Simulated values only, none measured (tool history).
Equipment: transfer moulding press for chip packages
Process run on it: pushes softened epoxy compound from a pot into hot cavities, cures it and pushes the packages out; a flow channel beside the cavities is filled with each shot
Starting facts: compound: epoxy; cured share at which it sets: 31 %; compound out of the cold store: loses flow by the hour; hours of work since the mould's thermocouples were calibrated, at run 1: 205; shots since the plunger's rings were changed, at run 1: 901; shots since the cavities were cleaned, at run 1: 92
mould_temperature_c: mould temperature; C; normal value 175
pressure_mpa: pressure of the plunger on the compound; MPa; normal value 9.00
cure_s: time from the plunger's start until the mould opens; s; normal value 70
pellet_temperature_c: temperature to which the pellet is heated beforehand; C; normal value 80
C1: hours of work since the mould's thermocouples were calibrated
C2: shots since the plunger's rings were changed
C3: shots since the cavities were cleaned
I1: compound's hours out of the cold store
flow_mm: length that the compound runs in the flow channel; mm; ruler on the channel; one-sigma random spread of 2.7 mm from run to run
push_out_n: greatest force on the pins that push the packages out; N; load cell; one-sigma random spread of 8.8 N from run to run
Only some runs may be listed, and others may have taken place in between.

{"run": 1, "day": 0.0, "mould_temperature_c": 175, "pressure_mpa": 9.0, "cure_s": 70, "pellet_temperature_c": 80, "C1": 205, "C2": 901, "C3": 92, "I1": 21.8, "flow_mm": 559, "push_out_n": 429}
{"run": 2, "day": 0.304, "mould_temperature_c": 175, "pressure_mpa": 9.0, "cure_s": 70, "pellet_temperature_c": 80, "C1": 210, "C2": 1020, "C3": 211, "I1": 33.1, "flow_mm": 512, "push_out_n": 440}
{"run": 3, "day": 0.783, "mould_temperature_c": 175, "pressure_mpa": 9.0, "cure_s": 70, "pellet_temperature_c": 80, "C1": 217, "C2": 1206, "C3": 397, "I1": 40.2, "flow_mm": 489, "push_out_n": 503}
{"run": 4, "day": 1.142, "mould_temperature_c": 175, "pressure_mpa": 9.87, "cure_s": 70, "pellet_temperature_c": 80, "C1": 223, "C2": 1346, "C3": 537, "I1": 26.4, "flow_mm": 562, "push_out_n": 558}
{"run": 5, "day": 1.467, "mould_temperature_c": 175, "pressure_mpa": 9.87, "cure_s": 70, "pellet_temperature_c": 80, "C1": 228, "C2": 1471, "C3": 662, "I1": 42.8, "flow_mm": 506, "push_out_n": 547}
{"run": 6, "day": 1.7, "mould_temperature_c": 175, "pressure_mpa": 9.0, "cure_s": 70, "pellet_temperature_c": 80, "C1": 231, "C2": 1562, "C3": 753, "I1": 32.0, "flow_mm": 517, "push_out_n": 565}
{"day": 1.942, "done": "cavities cleaned with cleaning compound and waxed"}
{"run": 7, "day": 2.175, "mould_temperature_c": 175, "pressure_mpa": 9.0, "cure_s": 70, "pellet_temperature_c": 80, "C1": 237, "C2": 1722, "C3": 90, "I1": 47.4, "flow_mm": 463, "push_out_n": 376}
{"run": 8, "day": 2.525, "mould_temperature_c": 175, "pressure_mpa": 9.0, "cure_s": 70, "pellet_temperature_c": 80, "C1": 243, "C2": 1858, "C3": 226, "I1": 46.2, "flow_mm": 468, "push_out_n": 428}
{"run": 9, "day": 2.917, "mould_temperature_c": 175, "pressure_mpa": 9.0, "cure_s": 70, "pellet_temperature_c": 80, "C1": 249, "C2": 2011, "C3": 379, "I1": 33.6, "flow_mm": 508, "push_out_n": 488}
{"run": 10, "day": 3.196, "mould_temperature_c": 175, "pressure_mpa": 9.0, "cure_s": 70, "pellet_temperature_c": 80, "C1": 253, "C2": 2119, "C3": 487, "I1": 34.7, "flow_mm": 503, "push_out_n": 520}
{"run": 11, "day": 3.683, "mould_temperature_c": 175, "pressure_mpa": 9.0, "cure_s": 70, "pellet_temperature_c": 80, "C1": 260, "C2": 2309, "C3": 677, "I1": 32.0, "flow_mm": 510, "push_out_n": 547}
{"day": 4.108, "done": "cavities cleaned with cleaning compound and waxed"}
{"run": 12, "day": 4.129, "mould_temperature_c": 175, "pressure_mpa": 9.0, "cure_s": 70, "pellet_temperature_c": 80, "C1": 266, "C2": 2458, "C3": 9, "I1": 43.4, "flow_mm": 475, "push_out_n": 349}
{"run": 13, "day": 4.642, "mould_temperature_c": 175, "pressure_mpa": 9.0, "cure_s": 70, "pellet_temperature_c": 80, "C1": 274, "C2": 2656, "C3": 207, "I1": 12.3, "flow_mm": 585, "push_out_n": 466}
{"run": 14, "day": 5.138, "mould_temperature_c": 175, "pressure_mpa": 9.0, "cure_s": 70, "pellet_temperature_c": 80, "C1": 281, "C2": 2849, "C3": 400, "I1": 37.9, "flow_mm": 491, "push_out_n": 490}
{"run": 15, "day": 5.446, "mould_temperature_c": 176, "pressure_mpa": 8.51, "cure_s": 88, "pellet_temperature_c": 78, "C1": 286, "C2": 2970, "C3": 521, "I1": 43.2, "flow_mm": 459, "push_out_n": 331}
{"run": 16, "day": 5.875, "mould_temperature_c": 175, "pressure_mpa": 9.0, "cure_s": 104, "pellet_temperature_c": 80, "C1": 292, "C2": 3135, "C3": 686, "I1": 34.2, "flow_mm": 498, "push_out_n": 336}
{"run": 17, "day": 6.188, "mould_temperature_c": 175, "pressure_mpa": 9.0, "cure_s": 104, "pellet_temperature_c": 80, "C1": 297, "C2": 3257, "C3": 808, "I1": 39.6, "flow_mm": 480, "push_out_n": 355}
{"day": 6.296, "done": "cavities cleaned with cleaning compound and waxed"}
{"run": 18, "day": 6.608, "mould_temperature_c": 175, "pressure_mpa": 8.92, "cure_s": 57, "pellet_temperature_c": 83, "C1": 303, "C2": 3397, "C3": 122, "I1": 29.8, "flow_mm": 511, "push_out_n": 713}
{"run": 19, "day": 7.1, "mould_temperature_c": 173, "pressure_mpa": 9.0, "cure_s": 70, "pellet_temperature_c": 80, "C1": 310, "C2": 3588, "C3": 313, "I1": 21.9, "flow_mm": 547, "push_out_n": 580}
{"run": 20, "day": 7.538, "mould_temperature_c": 167, "pressure_mpa": 10.92, "cure_s": 91, "pellet_temperature_c": 89, "C1": 317, "C2": 3758, "C3": 483, "I1": 29.2, "flow_mm": 579, "push_out_n": 481}
{"run": 21, "day": 7.867, "mould_temperature_c": 170, "pressure_mpa": 9.0, "cure_s": 70, "pellet_temperature_c": 80, "C1": 321, "C2": 3886, "C3": 611, "I1": 47.4, "flow_mm": 462, "push_out_n": 700}
{"run": 22, "day": 8.346, "mould_temperature_c": 172, "pressure_mpa": 10.4, "cure_s": 52, "pellet_temperature_c": 72, "C1": 329, "C2": 4071, "C3": 796, "I1": 44.7, "flow_mm": 499, "push_out_n": 1280}
{"day": 8.45, "done": "cavities cleaned with cleaning compound and waxed"}
{"run": 23, "day": 8.696, "mould_temperature_c": 175, "pressure_mpa": 9.0, "cure_s": 71, "pellet_temperature_c": 85, "C1": 333, "C2": 4183, "C3": 95, "I1": 37.7, "flow_mm": 479, "push_out_n": 376}
{"day": 8.854, "done": "plunger's sealing rings changed"}
{"run": 24, "day": 9.054, "mould_temperature_c": 175, "pressure_mpa": 9.0, "cure_s": 71, "pellet_temperature_c": 85, "C1": 337, "C2": 77, "C3": 194, "I1": 8.0, "flow_mm": 614, "push_out_n": 457}
{"run": 25, "day": 9.558, "mould_temperature_c": 175, "pressure_mpa": 9.0, "cure_s": 56, "pellet_temperature_c": 74, "C1": 345, "C2": 273, "C3": 390, "I1": 17.3, "flow_mm": 574, "push_out_n": 955}
{"run": 26, "day": 10.054, "mould_temperature_c": 175, "pressure_mpa": 9.0, "cure_s": 56, "pellet_temperature_c": 74, "C1": 352, "C2": 466, "C3": 583, "I1": 24.2, "flow_mm": 547, "push_out_n": 991}
{"run": 27, "day": 10.517, "mould_temperature_c": 175, "pressure_mpa": 9.0, "cure_s": 54, "pellet_temperature_c": 84, "C1": 359, "C2": 646, "C3": 763, "I1": 44.5, "flow_mm": 477, "push_out_n": 983}
{"day": 10.729, "done": "cavities cleaned with cleaning compound and waxed"}
{"run": 28, "day": 10.933, "mould_temperature_c": 175, "pressure_mpa": 9.38, "cure_s": 97, "pellet_temperature_c": 80, "C1": 364, "C2": 783, "C3": 79, "I1": 43.6, "flow_mm": 486, "push_out_n": 241}

Some steps in flow_mm between neighbouring runs. How much of each would the tool show without its hidden state too (settings, what came in, random variation), and how much is left for the hidden state, with any gauge scatter that isn't in both results?
The hidden state here: true mould temperature over the reading, C; pressure that reaches the compound, % of what is set; grip of the stained cavities, % over clean ones'; drift of the gauge itself on flow_mm, %; drift of the gauge itself on push_out_n, %.
Run 12 -> 13: no setting changed, nothing entered. flow_mm +110 mm: hidden state -4, all else +114.
Run 20 -> 21: mould_temperature_c 167 -> 170, pressure_mpa 10.92 -> 9.00, cure_s 91 -> 70, pellet_temperature_c 89 -> 80. flow_mm -117 mm: hidden state +4, all else -121.
Run 23 -> 24: plunger's sealing rings changed. flow_mm +135 mm: hidden state +19, all else +116.
